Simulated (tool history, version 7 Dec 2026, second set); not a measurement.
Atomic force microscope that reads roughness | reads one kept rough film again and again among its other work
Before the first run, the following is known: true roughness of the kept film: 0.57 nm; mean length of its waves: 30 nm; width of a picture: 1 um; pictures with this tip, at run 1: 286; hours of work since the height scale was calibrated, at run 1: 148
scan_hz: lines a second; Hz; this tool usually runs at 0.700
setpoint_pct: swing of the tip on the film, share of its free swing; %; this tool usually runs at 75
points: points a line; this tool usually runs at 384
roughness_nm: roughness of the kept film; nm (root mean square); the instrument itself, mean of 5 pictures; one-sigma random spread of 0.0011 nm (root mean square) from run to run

run	hour	scan_hz	setpoint_pct	points	pictures with this tip	hours of work since the height scale was calibrated	roughness_nm
1	0.0	0.700	75	384	286	148	0.528
2	6.7	0.700	75	384	291	151	0.528
3	14.7	0.700	73	384	297	154	0.529
4	24.0	0.700	73	384	305	158	0.527
5	33.3	0.700	73	384	312	162	0.528
6	42.4	0.700	62	384	319	166	0.532
7	50.1	0.700	62	384	325	169	0.533
8	57.1	0.700	62	384	331	172	0.532
9	62.8	0.700	62	384	335	174	0.530
# hour 67.8: new tip fitted
10	71.2	0.700	62	384	2	177	0.550
11	79.7	0.700	75	384	9	181	0.543
12	86.8	0.700	75	384	15	184	0.542
13	94.4	2.383	84	807	21	187	0.497
14	102.6	2.383	84	807	27	190	0.497
15	113.6	0.793	84	1013	36	195	0.536
16	125.0	1.448	59	436	45	199	0.544
17	133.4	1.448	60	916	52	203	0.545
18	140.2	1.448	60	916	57	206	0.544
19	149.9	0.925	55	388	65	210	0.547
20	160.8	0.925	55	388	73	214	0.547
21	168.5	2.657	79	384	79	217	0.500
22	176.9	2.657	79	384	86	221	0.499
23	186.0	2.657	79	384	93	224	0.498

Forecast each of these 5 alternatives for the next run:
A	195.5	2.657	64	384	101	228	?
B	195.5	0.700	74	384	101	228	?
C	195.5	1.352	84	257	101	228	?
D	195.5	0.700	69	897	101	228	?
E	195.5	3.922	77	877	101	228	?

run	roughness_nm
A	0.527
B	0.536
C	0.512
D	0.542
E	0.485
With no hidden state in the tool, these same runs would have given:
run	roughness_nm
A	0.533
B	0.542
C	0.518
D	0.548
E	0.491
